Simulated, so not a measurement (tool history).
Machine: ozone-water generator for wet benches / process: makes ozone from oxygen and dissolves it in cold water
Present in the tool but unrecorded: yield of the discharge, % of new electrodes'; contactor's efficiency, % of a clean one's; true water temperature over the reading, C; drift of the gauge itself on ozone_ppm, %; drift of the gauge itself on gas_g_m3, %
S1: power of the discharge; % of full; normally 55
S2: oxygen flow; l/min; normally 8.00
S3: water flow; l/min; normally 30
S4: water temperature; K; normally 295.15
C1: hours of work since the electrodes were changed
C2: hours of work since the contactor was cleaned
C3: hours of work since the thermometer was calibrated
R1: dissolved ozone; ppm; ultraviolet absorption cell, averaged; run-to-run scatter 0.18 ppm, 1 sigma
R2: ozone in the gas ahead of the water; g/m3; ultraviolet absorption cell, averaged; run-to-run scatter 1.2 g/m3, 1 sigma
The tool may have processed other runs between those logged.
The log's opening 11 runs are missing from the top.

run 12 hour=1419.1 | S1=55 S2=8.00 S3=30 S4=288.15 | C1=5381 C2=1973 C3=2311 | R1=24.2 R2=194.8
run 13 hour=1598.6 | S1=45 S2=8.00 S3=30 S4=288.15 | C1=5494 C2=2086 C3=2424 | R1=22.0 R2=175.5
run 14 hour=1682.2 | S1=45 S2=8.00 S3=30 S4=288.15 | C1=5547 C2=2139 C3=2476 | R1=21.7 R2=176.9
run 15 hour=1764.8 | S1=45 S2=5.31 S3=30 S4=288.15 | C1=5599 C2=2191 C3=2529 | R1=22.2 R2=231.5
run 16 hour=1895.0 | S1=97 S2=8.00 S3=30 S4=295.15 | C1=5681 C2=2273 C3=2611 | R1=29.9 R2=267.7
run 17 hour=2000.4 | S1=45 S2=8.00 S3=30 S4=295.15 | C1=5747 C2=2340 C3=2677 | R1=19.7 R2=177.0
run 18 hour=2105.1 | S1=55 S2=7.09 S3=40 S4=301.15 | C1=5813 C2=2406 C3=2743 | R1=15.8 R2=212.8
run 19 hour=2204.4 | S1=55 S2=7.09 S3=40 S4=301.15 | C1=5876 C2=2468 C3=2806 | R1=16.2 R2=211.3
run 20 hour=2357.1 | S1=56 S2=8.00 S3=30 S4=299.15 | C1=5972 C2=2565 C3=2902 | R1=20.8 R2=196.9
-- hour=2369.2 contactor cleaned
run 21 hour=2499.3 | S1=56 S2=8.00 S3=45 S4=288.15 | C1=6059 C2=82 C3=2989 | R1=16.7 R2=195.3
run 22 hour=2580.5 | S1=97 S2=5.21 S3=38 S4=298.15 | C1=6111 C2=133 C3=3040 | R1=24.1 R2=348.5
run 23 hour=2747.5 | S1=97 S2=5.21 S3=38 S4=298.15 | C1=6216 C2=238 C3=3145 | R1=23.6 R2=351.9
run 24 hour=2919.7 | S1=55 S2=5.82 S3=30 S4=295.15 | C1=6324 C2=347 C3=3254 | R1=22.4 R2=239.4
run 25 hour=3019.7 | S1=55 S2=4.56 S3=30 S4=296.15 | C1=6387 C2=410 C3=3317 | R1=22.2 R2=280.1
run 26 hour=3141.6 | S1=86 S2=8.00 S3=27 S4=295.15 | C1=6464 C2=487 C3=3394 | R1=30.1 R2=245.2
-- hour=3280.0 water thermometer calibrated
run 27 hour=3280.0 | S1=86 S2=8.00 S3=27 S4=295.15 | C1=6551 C2=574 C3=0 | R1=29.4 R2=242.1
-- hour=3312.7 contactor cleaned, once more
run 28 hour=3446.1 | S1=58 S2=5.76 S3=38 S4=295.15 | C1=6653 C2=84 C3=102 | R1=19.1 R2=246.2
run 29 hour=3602.2 | S1=77 S2=6.21 S3=21 S4=296.15 | C1=6752 C2=183 C3=201 | R1=34.7 R2=272.8
run 30 hour=3776.1 | S1=83 S2=13.62 S3=30 S4=295.15 | C1=6861 C2=292 C3=310 | R1=23.9 R2=166.3
run 31 hour=3947.2 | S1=55 S2=5.68 S3=24 S4=290.15 | C1=6969 C2=400 C3=418 | R1=28.9 R2=238.4

What will run 32 give?
run 32 hour=4107.3 | S1=48 S2=14.32 S3=30 S4=302.15 | C1=7070 C2=501 C3=519 | R1=? R2=?

R1: 15.0 ppm
R2: 120.1 g/m3
Minus the tool's unlogged condition, the same run would have read R1 16.9 ppm, R2 135.3 g/m3.
